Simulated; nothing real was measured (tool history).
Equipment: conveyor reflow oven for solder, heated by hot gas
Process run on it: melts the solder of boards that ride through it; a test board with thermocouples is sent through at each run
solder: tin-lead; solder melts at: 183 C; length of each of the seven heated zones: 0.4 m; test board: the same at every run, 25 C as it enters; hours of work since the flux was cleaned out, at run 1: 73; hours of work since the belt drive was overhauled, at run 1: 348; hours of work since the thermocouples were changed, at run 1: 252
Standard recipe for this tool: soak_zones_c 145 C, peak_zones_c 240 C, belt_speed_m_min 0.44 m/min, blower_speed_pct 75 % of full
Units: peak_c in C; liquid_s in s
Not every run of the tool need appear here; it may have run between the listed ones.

run    day  soak_zones_c  peak_zones_c  belt_speed_m_min  blower_speed_pct  hours of work since the flux was cleaned out  hours of work since the belt drive was overhauled  hours of work since the thermocouples were changed  peak_c  liquid_s
  1      0           145           240              0.44                75                                            73                                                348                                                 252   229.7        97
  2  0.342           145           238              0.44                75                                            78                                                353                                                 257   227.9      96.1
  3   0.75           140           240              0.44                75                                            84                                                359                                                 263   229.2        95
  4  1.096           140           240              0.44                75                                            89                                                364                                                 268   229.3      95.3
  5  1.542           140           240              0.44                75                                            96                                                371                                                 275   229.1      95.4
  6  1.979           145           240              0.44                75                                           103                                                377                                                 281   229.7      98.1
  7  2.233           145           240              0.44                55                                           106                                                381                                                 285   226.6      95.1
  8  2.658           145           240              0.44                55                                           113                                                387                                                 292   226.3      94.7
  9  3.067           145           240              0.44                55                                           119                                                394                                                 298   226.5        95
 10    3.4           145           240              0.44                55                                           124                                                398                                                 303   226.4      94.7
 11  3.712           143           240              0.44                75                                           128                                                403                                                 307   229.6      96.4
 12  4.158           143           240              0.44                75                                           135                                                410                                                 314   229.4      96.7
 13  4.454           143           240              0.44                75                                           140                                                414                                                 318   229.3      96.2
 14  4.829           143           240              0.44                75                                           145                                                420                                                 324   229.5      96.3
 15  5.142           145           240              0.44                75                                           150                                                424                                                 329   229.5      97.3
 16  5.454           145           240             0.414                75                                           154                                                429                                                 333   231.4     105.2
 17  5.912           142           249             0.395                88                                           161                                                436                                                 340     242       115
 18  6.275           142           249             0.395                88                                           167                                                441                                                 346   241.8     115.6
 19  6.667           142           249             0.395                88                                           173                                                447                                                 351   241.6     115.5
 20  7.075           145           237             0.447                75                                           179                                                453                                                 357   226.5        94
 21  7.454           145           244              0.44                78                                           184                                                459                                                 363   233.7     100.2
 22  7.738           145           244             0.523                78                                           189                                                463                                                 367   228.9      81.1
 23  8.154           134           247             0.473                66                                           195                                                469                                                 374   231.1        87
 24  8.525           134           247             0.396                81                                           200                                                475                                                 379   238.9       110
 25  8.967           142           229             0.396                70                                           207                                                481                                                 386   220.6     100.8
 26  9.325           145           254              0.44                63                                           212                                                487                                                 391   240.7     104.9
     9.696  -- flux residue cleaned out of gas plates and filters
 27  9.846           145           254              0.44                63                                             2                                                491                                                 396   240.9     104.6
 28   10.2           149           241             0.391                87                                             8                                                497                                                 401   234.8       116
 29  10.45           149           241             0.391                87                                            11                                                500                                                 405   234.9     115.8
 30   10.7           149           241             0.391                87                                            15                                                504                                                 408   234.7     116.3

What differs in the tool's unlogged condition from the final listed run ahead of each entry between runs to the first listed run following it?
Run 26 -> run 27: flux residue cleaned out of gas plates and filters (day 9.696)
  heat that the gas passes to the board, % of a clean oven's: 99.9 -> 100; true gas temperature in zones 6 and 7 over the reading, C: 0.04 -> 0.05
